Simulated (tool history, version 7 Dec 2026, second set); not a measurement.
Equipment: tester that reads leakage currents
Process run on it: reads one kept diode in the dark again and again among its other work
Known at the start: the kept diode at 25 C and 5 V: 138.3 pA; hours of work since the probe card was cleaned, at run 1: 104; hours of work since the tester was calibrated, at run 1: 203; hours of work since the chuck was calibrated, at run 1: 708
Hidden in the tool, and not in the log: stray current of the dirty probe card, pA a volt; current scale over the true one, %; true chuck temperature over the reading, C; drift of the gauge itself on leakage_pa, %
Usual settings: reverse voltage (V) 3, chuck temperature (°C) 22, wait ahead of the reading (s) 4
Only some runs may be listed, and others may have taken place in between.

run	hour	reverse voltage (V)	chuck temperature (°C)	wait ahead of the reading (s)	hours of work since the probe card was cleaned	hours of work since the tester was calibrated	hours of work since the chuck was calibrated	current that the tester gives (pA)
1	0	3	22	4	104	203	708	90.01
2	38.7	3	22	4	126	226	731	90.31
3	107.8	3	22	1.71	166	265	770	91.01
4	142.6	3	27	1.71	186	285	790	136.04
5	193.5	3	27	1.71	215	314	819	135.76
6	223.3	3	27	1.71	232	332	836	136.42
7	262.6	7.43	22	4	254	354	859	138.41
8	292.9	3	22	4	272	371	876	91.4
9	329.2	17.12	22	4	293	392	897	204.13
10	399.7	17.12	22	4	333	433	938	206.05
11	441.1	17.12	22	4	357	456	961	207.44
12	477.2	3	22	4	377	477	982	93.37
13	527.3	3	22	4	406	506	1011	93.25
14	575.7	1.13	22	4	434	534	1039	60.17
15	605.9	1.13	22	4	451	551	1056	60.24
16	644.9	1.13	22	4	474	573	1078	60.22
17	677.3	1.13	33	4	492	592	1097	141.73
18	745	3	22	4	531	631	1136	94.31
19	805.5	3	22	4	566	665	1170	94.19
20	845.5	3	22	4	589	688	1193	94.3
21	898	3	22	1.69	619	718	1223	94.77
22	954.3	3	22	1.69	651	751	1256	95.74
23	996.4	1.77	51	1.01	675	775	1280	623.45
24	1050.2	2.23	21	2.17	706	806	1311	77.35
25	1121.1	2.23	21	2.17	747	846	1351	77.85
26	1190	2.23	21	2.17	786	886	1391	77.74
27	1230.3	2.23	21	2.17	809	909	1414	78.67
28	1299.9	3.87	40	3.22	849	949	1454	414.34
29	1350.1	3.9	34	4	878	978	1483	270.54
30	1407	3.9	34	4	911	1010	1515	272.56
31	1467.3	6.05	41	4	945	1045	1550	544.52
32	1517.6	4.28	48	3.29	974	1074	1579	761.48
33	1573.9	4.28	48	3.29	1006	1106	1611	761.94
34	1613.1	1.01	37	4	1029	1129	1633	184.57
35	1662.7	1.01	37	4	1057	1157	1662	186.09
36	1734.4	3	35	8.67	1098	1198	1703	262
37	1788	1.19	53	4	1129	1229	1734	607.01
38	1861.2	11.21	35	4	1171	1271	1776	483.03
39	1902.1	11.21	25	0.92	1195	1294	1799	240.45

Alternative continuations, all from the tool just after run 39; predict every row:
A	1941.8	11.21	20	0.4	1217	1317	1822	?
B	1941.8	3	51	7.64	1217	1317	1822	?
C	1941.8	3	24	0.32	1217	1317	1822	?

run	current that the tester gives (pA)
A	175.15
B	798.47
C	118.97
With no hidden state in the tool, these same runs would have given:
run	current that the tester gives (pA)
A	136.83
B	748.82
C	104.31
